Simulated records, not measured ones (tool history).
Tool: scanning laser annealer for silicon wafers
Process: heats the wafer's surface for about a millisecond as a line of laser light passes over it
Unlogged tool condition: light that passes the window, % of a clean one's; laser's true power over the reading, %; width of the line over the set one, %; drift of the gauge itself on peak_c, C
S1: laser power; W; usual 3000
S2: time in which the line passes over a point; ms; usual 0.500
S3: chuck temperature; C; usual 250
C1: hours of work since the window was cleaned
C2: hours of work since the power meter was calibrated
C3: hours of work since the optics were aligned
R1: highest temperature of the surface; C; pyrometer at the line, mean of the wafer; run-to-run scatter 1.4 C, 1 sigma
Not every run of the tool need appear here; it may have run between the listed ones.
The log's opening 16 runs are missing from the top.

run	day	S1	S2	S3	C1	C2	C3	R1
17	5.862	3279	0.403	250	36	181	1176	973
18	6.150	2944	0.381	257	41	186	1181	884
19	6.662	2944	0.381	257	50	195	1189	885
20	7.075	2947	0.500	262	57	202	1196	975
21	7.396	2858	0.500	250	63	208	1202	936
22	7.762	2858	0.500	250	69	214	1208	937
23	8.046	2858	0.500	254	74	219	1213	942
24	8.512	3265	0.394	212	82	227	1221	922

What does the tool deliver on the next run?
25	8.954	3265	0.394	212	89	235	1229	?

{"run 25": {"R1": 922}}
Take away the tool's hidden state, keep the run-to-run variation as it was, and the same run would have given R1 922 C.
